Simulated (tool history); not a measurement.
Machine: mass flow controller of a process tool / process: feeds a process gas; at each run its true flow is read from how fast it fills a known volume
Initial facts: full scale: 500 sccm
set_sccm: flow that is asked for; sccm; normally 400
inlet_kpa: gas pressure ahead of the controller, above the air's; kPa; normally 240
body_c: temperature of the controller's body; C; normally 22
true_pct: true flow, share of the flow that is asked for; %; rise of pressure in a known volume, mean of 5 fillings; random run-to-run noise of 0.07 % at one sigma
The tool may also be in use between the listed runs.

| run | hour | set_sccm | inlet_kpa | body_c | true_pct |
|---|---|---|---|---|---|
| 1 | 0.0 | 400 | 240 | 22 | 99.25 |
| 2 | 171.6 | 400 | 240 | 22 | 99.31 |
| 3 | 272.1 | 86 | 240 | 22 | 97.54 |
| 4 | 473.3 | 86 | 240 | 22 | 97.59 |
| 5 | 619.9 | 86 | 265 | 22 | 97.42 |
| 6 | 767.5 | 400 | 212 | 22 | 99.93 |
| 7 | 933.4 | 400 | 212 | 22 | 100.17 |
| 8 | 1100.0 | 400 | 240 | 22 | 100.13 |
| 9 | 1300.0 | 400 | 240 | 29 | 99.97 |
| 10 | 1499.6 | 400 | 257 | 22 | 100.19 |
| 11 | 1625.5 | 400 | 154 | 22 | 101.05 |
| 12 | 1783.9 | 400 | 240 | 22 | 100.50 |
| 13 | 1956.5 | 400 | 240 | 22 | 100.87 |
|  | 2042.6 | gauge calibrated |
| 14 | 2104.0 | 215 | 240 | 22 | 98.12 |
| 15 | 2240.6 | 215 | 240 | 22 | 98.22 |
| 16 | 2425.4 | 106 | 240 | 22 | 97.67 |
| 17 | 2609.3 | 121 | 240 | 22 | 97.87 |
| 18 | 2739.7 | 63 | 240 | 22 | 97.64 |
| 19 | 2824.3 | 63 | 240 | 22 | 97.64 |
| 20 | 3000.3 | 400 | 240 | 22 | 99.95 |
| 21 | 3189.8 | 400 | 240 | 22 | 100.13 |
| 22 | 3285.3 | 400 | 240 | 22 | 100.16 |
| 23 | 3379.7 | 400 | 151 | 22 | 100.83 |
| 24 | 3533.7 | 400 | 151 | 22 | 100.96 |
| 25 | 3661.1 | 230 | 240 | 37 | 98.88 |
| 26 | 3813.1 | 230 | 240 | 37 | 99.09 |
| 27 | 3960.2 | 278 | 190 | 24 | 100.29 |
| 28 | 4045.7 | 198 | 204 | 32 | 99.39 |
|  | 4097.1 | gauge calibrated |
| 29 | 4151.6 | 467 | 240 | 22 | 99.74 |
| 30 | 4316.0 | 181 | 241 | 29 | 97.78 |
| 31 | 4437.5 | 62 | 157 | 22 | 97.82 |
| 32 | 4586.5 | 175 | 192 | 25 | 98.32 |
| 33 | 4682.3 | 217 | 240 | 35 | 98.06 |
| 34 | 4818.9 | 217 | 240 | 35 | 98.23 |
| 35 | 4992.8 | 217 | 240 | 35 | 98.27 |
| 36 | 5130.5 | 430 | 169 | 22 | 100.77 |
| 37 | 5229.5 | 57 | 243 | 24 | 97.76 |
|  | 5328.8 | controller's zero set anew |
| 38 | 5338.9 | 400 | 225 | 31 | 100.04 |
| 39 | 5456.2 | 400 | 225 | 31 | 100.10 |
| 40 | 5539.0 | 400 | 225 | 31 | 100.10 |
| 41 | 5735.8 | 400 | 269 | 26 | 100.11 |
| 42 | 5822.4 | 115 | 216 | 32 | 98.65 |
| 43 | 5989.4 | 54 | 155 | 36 | 98.59 |
| 44 | 6114.3 | 367 | 258 | 26 | 100.53 |
| 45 | 6271.9 | 367 | 258 | 26 | 100.55 |
| 46 | 6378.5 | 367 | 258 | 26 | 100.72 |
| 47 | 6464.4 | 367 | 258 | 26 | 100.66 |
| 48 | 6599.0 | 184 | 240 | 22 | 99.84 |

4 ways to go on from here, each from the tool as it stands after run 48. What would each give?
| A | 6757.3 | 200 | 240 | 22 | ? |
| B | 6757.3 | 94 | 228 | 26 | ? |
| C | 6757.3 | 210 | 251 | 22 | ? |
| D | 6757.3 | 184 | 176 | 31 | ? |

| run | true_pct |
|---|---|
| A | 100.02 |
| B | 99.31 |
| C | 100.12 |
| D | 99.83 |
Without the tool's hidden state the same runs would have given:
| run | true_pct |
|---|---|
| A | 97.93 |
| B | 97.23 |
| C | 98.02 |
| D | 97.74 |

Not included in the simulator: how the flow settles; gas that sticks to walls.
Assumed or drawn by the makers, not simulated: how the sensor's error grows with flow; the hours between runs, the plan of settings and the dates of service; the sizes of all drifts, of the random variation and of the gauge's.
